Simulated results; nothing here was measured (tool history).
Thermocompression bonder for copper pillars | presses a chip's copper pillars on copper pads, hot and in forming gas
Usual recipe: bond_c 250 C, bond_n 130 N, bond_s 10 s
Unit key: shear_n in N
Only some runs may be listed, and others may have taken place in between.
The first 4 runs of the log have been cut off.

| run | hour | bond_c | bond_n | bond_s | hours of work since the heater was calibrated | hours of work since the force cell was calibrated | hours of work since the gas filter was changed | shear_n |
|---|---|---|---|---|---|---|---|---|
| 5 | 283.8 | 228 | 130 | 10 | 607 | 480 | 46 | 34.6 |
| 6 | 335.3 | 250 | 130 | 10 | 641 | 514 | 80 | 43.3 |
| 7 | 399.9 | 250 | 130 | 10 | 683 | 556 | 122 | 43.1 |
| 8 | 467.4 | 250 | 130 | 10 | 727 | 600 | 166 | 42.7 |
|  | 480.6 | forming gas filter changed |
| 9 | 516.1 | 250 | 119 | 10 | 759 | 632 | 23 | 40.7 |
| 10 | 572.7 | 250 | 119 | 10 | 796 | 669 | 60 | 40.2 |
|  | 578.8 | heater calibrated with a thermocouple chip |
| 11 | 652.2 | 250 | 119 | 10 | 48 | 720 | 111 | 38.2 |
| 12 | 722.2 | 250 | 119 | 10 | 94 | 766 | 157 | 38.1 |
|  | 752.4 | forming gas filter changed |
| 13 | 790.6 | 250 | 130 | 9 | 138 | 810 | 25 | 40.5 |
|  | 808.1 | heater calibrated with a thermocouple chip, once more |
| 14 | 867.3 | 264 | 130 | 10 | 39 | 859 | 74 | 52.4 |
| 15 | 946.9 | 264 | 130 | 10 | 91 | 911 | 126 | 51.9 |
|  | 966.1 | force cell calibrated |
| 16 | 989.2 | 264 | 130 | 10 | 118 | 15 | 153 | 48.9 |
|  | 1025.8 | forming gas filter changed |
| 17 | 1082.4 | 250 | 130 | 24 | 178 | 76 | 37 | 57.6 |
| 18 | 1129.2 | 250 | 130 | 24 | 209 | 106 | 68 | 57.0 |
| 19 | 1169.9 | 250 | 130 | 24 | 236 | 133 | 94 | 57.0 |
| 20 | 1218.4 | 234 | 125 | 24 | 267 | 165 | 126 | 47.7 |
| 21 | 1277.0 | 234 | 125 | 24 | 306 | 203 | 164 | 47.7 |
|  | 1292.7 | forming gas filter changed |
| 22 | 1328.9 | 234 | 125 | 24 | 339 | 237 | 24 | 48.7 |
| 23 | 1406.2 | 269 | 106 | 9 | 390 | 287 | 74 | 41.8 |
| 24 | 1463.4 | 269 | 106 | 9 | 427 | 325 | 112 | 41.8 |
| 25 | 1535.0 | 250 | 119 | 8 | 474 | 372 | 159 | 36.5 |
|  | 1562.6 | forming gas filter changed |
| 26 | 1614.9 | 250 | 113 | 8 | 526 | 424 | 34 | 35.6 |
| 27 | 1675.2 | 250 | 87 | 7 | 566 | 463 | 74 | 25.7 |

Forecast run 28:
| 28 | 1715.9 | 232 | 86 | 8 | 592 | 490 | 100 | ? |

shear_n: 21.4 N
If the tool had no hidden condition, the same run with the same run-to-run variation would have returned shear_n 22.4 N.

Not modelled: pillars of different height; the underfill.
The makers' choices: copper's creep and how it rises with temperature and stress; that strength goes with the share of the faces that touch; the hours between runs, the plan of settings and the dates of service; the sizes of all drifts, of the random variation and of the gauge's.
